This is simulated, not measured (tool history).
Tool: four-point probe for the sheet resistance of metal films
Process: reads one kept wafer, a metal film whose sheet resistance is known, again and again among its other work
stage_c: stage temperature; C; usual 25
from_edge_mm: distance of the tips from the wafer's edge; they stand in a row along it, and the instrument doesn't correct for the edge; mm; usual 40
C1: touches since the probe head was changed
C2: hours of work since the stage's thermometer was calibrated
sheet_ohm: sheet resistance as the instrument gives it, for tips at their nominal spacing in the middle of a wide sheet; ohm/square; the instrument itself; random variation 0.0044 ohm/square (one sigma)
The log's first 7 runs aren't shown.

run 8 hour=173.1 | stage_c=25 from_edge_mm=59 | C1=14173 C2=1017 | sheet_ohm=21.791681
run 9 hour=196.7 | stage_c=25 from_edge_mm=59 | C1=14620 C2=1032 | sheet_ohm=21.798018
run 10 hour=228.1 | stage_c=25 from_edge_mm=40 | C1=15214 C2=1052 | sheet_ohm=21.806604
run 11 hour=254.3 | stage_c=25 from_edge_mm=40 | C1=15708 C2=1069 | sheet_ohm=21.798495
run 12 hour=275.2 | stage_c=25 from_edge_mm=40 | C1=16105 C2=1083 | sheet_ohm=21.806486
run 13 hour=309.5 | stage_c=28 from_edge_mm=40 | C1=16753 C2=1105 | sheet_ohm=21.752793
run 14 hour=335.9 | stage_c=28 from_edge_mm=40 | C1=17253 C2=1122 | sheet_ohm=21.753775
run 15 hour=370.5 | stage_c=28 from_edge_mm=40 | C1=17908 C2=1145 | sheet_ohm=21.760535
run 16 hour=392.0 | stage_c=34 from_edge_mm=40 | C1=18315 C2=1158 | sheet_ohm=21.668022
run 17 hour=407.5 | stage_c=25 from_edge_mm=40 | C1=18608 C2=1169 | sheet_ohm=21.807671
run 18 hour=426.8 | stage_c=20 from_edge_mm=40 | C1=18973 C2=1181 | sheet_ohm=21.896858
run 19 hour=461.4 | stage_c=20 from_edge_mm=40 | C1=19628 C2=1203 | sheet_ohm=21.897965
run 20 hour=476.6 | stage_c=20 from_edge_mm=40 | C1=19915 C2=1213 | sheet_ohm=21.889594
run 21 hour=490.5 | stage_c=25 from_edge_mm=40 | C1=20179 C2=1222 | sheet_ohm=21.815621
run 22 hour=510.5 | stage_c=25 from_edge_mm=40 | C1=20557 C2=1235 | sheet_ohm=21.816580
run 23 hour=526.4 | stage_c=25 from_edge_mm=40 | C1=20858 C2=1246 | sheet_ohm=21.810561
run 24 hour=556.0 | stage_c=31 from_edge_mm=27 | C1=21418 C2=1265 | sheet_ohm=21.730664
run 25 hour=572.0 | stage_c=31 from_edge_mm=7 | C1=21721 C2=1275 | sheet_ohm=22.082538
run 26 hour=601.5 | stage_c=21 from_edge_mm=13 | C1=22279 C2=1294 | sheet_ohm=21.984300
run 27 hour=617.3 | stage_c=28 from_edge_mm=14 | C1=22578 C2=1305 | sheet_ohm=21.851135

The next listed run, before its measurement:
run 28 hour=631.7 | stage_c=19 from_edge_mm=43 | C1=22851 C2=1314 | sheet_ohm=?

Run 28 gave sheet_ohm 21.919820 ohm/square.
Without the tool's hidden state the same run would have given sheet_ohm 21.899452 ohm/square.

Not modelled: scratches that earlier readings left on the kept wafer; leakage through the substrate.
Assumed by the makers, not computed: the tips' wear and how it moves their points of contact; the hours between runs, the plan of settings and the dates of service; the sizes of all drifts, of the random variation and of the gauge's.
